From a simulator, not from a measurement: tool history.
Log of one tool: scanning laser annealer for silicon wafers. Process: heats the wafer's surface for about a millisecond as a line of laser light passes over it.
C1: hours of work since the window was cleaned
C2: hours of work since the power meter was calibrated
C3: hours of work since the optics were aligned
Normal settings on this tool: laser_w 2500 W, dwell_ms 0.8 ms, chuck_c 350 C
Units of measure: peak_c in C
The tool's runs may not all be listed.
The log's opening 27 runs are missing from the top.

{"run": 28, "day": 26.358, "laser_w": 2392, "dwell_ms": 0.634, "chuck_c": 378, "C1": 377, "C2": 430, "C3": 103, "peak_c": 959}
{"run": 29, "day": 27.362, "laser_w": 2392, "dwell_ms": 0.871, "chuck_c": 378, "C1": 389, "C2": 441, "C3": 115, "peak_c": 1078}
{"run": 30, "day": 28.333, "laser_w": 2566, "dwell_ms": 0.806, "chuck_c": 360, "C1": 400, "C2": 453, "C3": 127, "peak_c": 1080}
{"run": 31, "day": 29.333, "laser_w": 2454, "dwell_ms": 0.77, "chuck_c": 350, "C1": 412, "C2": 465, "C3": 139, "peak_c": 1018}
{"run": 32, "day": 30.571, "laser_w": 2362, "dwell_ms": 0.622, "chuck_c": 313, "C1": 427, "C2": 479, "C3": 153, "peak_c": 878}
{"run": 33, "day": 31.733, "laser_w": 2362, "dwell_ms": 0.622, "chuck_c": 313, "C1": 441, "C2": 493, "C3": 167, "peak_c": 880}
{"run": 34, "day": 32.517, "laser_w": 2362, "dwell_ms": 0.62, "chuck_c": 344, "C1": 450, "C2": 502, "C3": 176, "peak_c": 910}
{"run": 35, "day": 33.062, "laser_w": 2362, "dwell_ms": 0.62, "chuck_c": 344, "C1": 456, "C2": 509, "C3": 183, "peak_c": 911}
{"run": 36, "day": 33.896, "laser_w": 2151, "dwell_ms": 0.62, "chuck_c": 344, "C1": 466, "C2": 519, "C3": 192, "peak_c": 860}
{"run": 37, "day": 34.542, "laser_w": 2151, "dwell_ms": 0.62, "chuck_c": 344, "C1": 474, "C2": 526, "C3": 200, "peak_c": 859}
{"run": 38, "day": 35.7, "laser_w": 2282, "dwell_ms": 0.748, "chuck_c": 332, "C1": 487, "C2": 540, "C3": 214, "peak_c": 940}
{"run": 39, "day": 36.721, "laser_w": 2512, "dwell_ms": 0.748, "chuck_c": 332, "C1": 499, "C2": 552, "C3": 226, "peak_c": 1002}
{"run": 40, "day": 38.079, "laser_w": 2224, "dwell_ms": 0.599, "chuck_c": 350, "C1": 515, "C2": 568, "C3": 242, "peak_c": 871}
{"run": 41, "day": 39.304, "laser_w": 2721, "dwell_ms": 0.878, "chuck_c": 318, "C1": 530, "C2": 582, "C3": 256, "peak_c": 1113}

Branching from run 41: 4 alternative next runs. What would each branch give?
{"run": "A", "day": 39.904, "laser_w": 2651, "dwell_ms": 0.878, "chuck_c": 356, "C1": 537, "C2": 590, "C3": 263, "peak_c": "?"}
{"run": "B", "day": 39.904, "laser_w": 2400, "dwell_ms": 0.764, "chuck_c": 366, "C1": 537, "C2": 590, "C3": 263, "peak_c": "?"}
{"run": "C", "day": 39.904, "laser_w": 2721, "dwell_ms": 0.643, "chuck_c": 326, "C1": 537, "C2": 590, "C3": 263, "peak_c": "?"}
{"run": "D", "day": 39.904, "laser_w": 2500, "dwell_ms": 0.8, "chuck_c": 362, "C1": 537, "C2": 590, "C3": 263, "peak_c": "?"}

run=A peak_c=1129
run=B peak_c=1012
run=C peak_c=982
run=D peak_c=1054
With the hidden condition removed and each run's random variation left untouched, the same runs would have given:
run=A peak_c=1162
run=B peak_c=1039
run=C peak_c=1010
run=D peak_c=1083
